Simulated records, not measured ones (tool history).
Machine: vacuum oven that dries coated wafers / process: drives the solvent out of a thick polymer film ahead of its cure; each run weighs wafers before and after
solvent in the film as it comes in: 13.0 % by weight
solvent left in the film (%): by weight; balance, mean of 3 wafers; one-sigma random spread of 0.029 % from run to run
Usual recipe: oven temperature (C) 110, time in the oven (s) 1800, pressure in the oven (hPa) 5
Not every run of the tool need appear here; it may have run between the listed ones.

| run | hour | oven temperature (C) | time in the oven (s) | pressure in the oven (hPa) | solvent left in the film (%) |
|---|---|---|---|---|---|
| 1 | 0 | 110 | 1800 | 5 | 1.04 |
| 2 | 18.1 | 118 | 1800 | 5 | 0.48 |
| 3 | 33.9 | 110 | 1800 | 5 | 1.09 |
| 4 | 47.5 | 110 | 1800 | 5 | 1.08 |
| 5 | 55.2 | 110 | 1800 | 5 | 1.07 |
| 6 | 71.7 | 110 | 1800 | 5 | 1.01 |
| 7 | 85.9 | 110 | 1800 | 5 | 1.04 |
| 8 | 97.2 | 110 | 1800 | 5 | 1.08 |
| 9 | 111 | 110 | 1800 | 2.56 | 0.86 |
| 10 | 126.8 | 110 | 1800 | 2.56 | 0.86 |
| 11 | 134.8 | 110 | 1440 | 5 | 1.51 |
| 12 | 147.4 | 110 | 1440 | 4.03 | 1.48 |
| 13 | 156.2 | 110 | 1440 | 4.03 | 1.44 |
| 14 | 163.7 | 112 | 1440 | 4.03 | 1.25 |
| 15 | 181.2 | 110 | 1800 | 3.94 | 0.98 |
| 16 | 192.2 | 110 | 1800 | 5 | 1.02 |
| 17 | 200.5 | 110 | 1020 | 5 | 2.5 |
| 18 | 212.3 | 113 | 1800 | 5 | 0.84 |
| 19 | 227.6 | 113 | 1800 | 5 | 0.84 |
| 20 | 235.1 | 110 | 1800 | 5 | 1.05 |
| 21 | 246 | 110 | 1800 | 5 | 1.07 |
| 22 | 256.2 | 110 | 1800 | 5 | 1.06 |
| 23 | 267.2 | 110 | 1800 | 5 | 1.08 |
| 24 | 282 | 110 | 1800 | 5 | 1.12 |
| 25 | 296.5 | 114 | 2700 | 5 | 0.47 |
| 26 | 304.1 | 114 | 2700 | 10.86 | 0.83 |
| 27 | 316.6 | 103 | 1140 | 5 | 3.49 |
| 28 | 330.2 | 103 | 1140 | 5 | 3.56 |
| 29 | 346.9 | 103 | 1140 | 5 | 3.59 |
| 30 | 364.3 | 122 | 1800 | 3 | 0.28 |
| 31 | 375.6 | 106 | 1620 | 8.08 | 2.13 |
| 32 | 387.5 | 110 | 2400 | 3.79 | 0.61 |
|  | 391.1 | oven's thermocouples calibrated |
| 33 | 403.4 | 97 | 2400 | 3.28 | 2.09 |
| 34 | 415.2 | 110 | 1440 | 15.57 | 2.38 |
| 35 | 427.3 | 110 | 1440 | 15.57 | 2.39 |
| 36 | 445.7 | 110 | 1440 | 12.79 | 2.17 |
|  | 452.1 | oven's thermocouples calibrated, once more |
| 37 | 455.8 | 110 | 1440 | 12.79 | 2.01 |
| 38 | 472.8 | 103 | 2700 | 2.53 | 0.79 |
| 39 | 490.3 | 103 | 1080 | 5.83 | 3.57 |
| 40 | 506.8 | 96 | 1800 | 8.26 | 3.5 |
| 41 | 516 | 96 | 1800 | 8.26 | 3.5 |
| 42 | 530.4 | 114 | 1740 | 2.6 | 0.61 |
| 43 | 548.5 | 114 | 1740 | 2.6 | 0.57 |
| 44 | 559 | 121 | 1980 | 2.89 | 0.28 |
| 45 | 576.5 | 121 | 2160 | 4.25 | 0.3 |
| 46 | 588.4 | 100 | 1560 | 13.44 | 3.66 |
| 47 | 598.4 | 100 | 1560 | 13.44 | 3.63 |

Consider 4 possible next runs. They are alternatives, not a sequence: every one starts from the tool as it was left by run 47. What does each give?
| A | 606.3 | 110 | 1200 | 11.12 | ? |
| B | 606.3 | 100 | 1620 | 13.44 | ? |
| C | 606.3 | 100 | 1560 | 8.95 | ? |
| D | 606.3 | 123 | 1800 | 2.86 | ? |

| run | solvent left in the film (%) |
|---|---|
| A | 2.38 |
| B | 3.55 |
| C | 3.23 |
| D | 0.24 |
With no hidden state in the tool, these same runs would have given:
| run | solvent left in the film (%) |
|---|---|
| A | 2.37 |
| B | 3.54 |
| C | 3.21 |
| D | 0.2 |
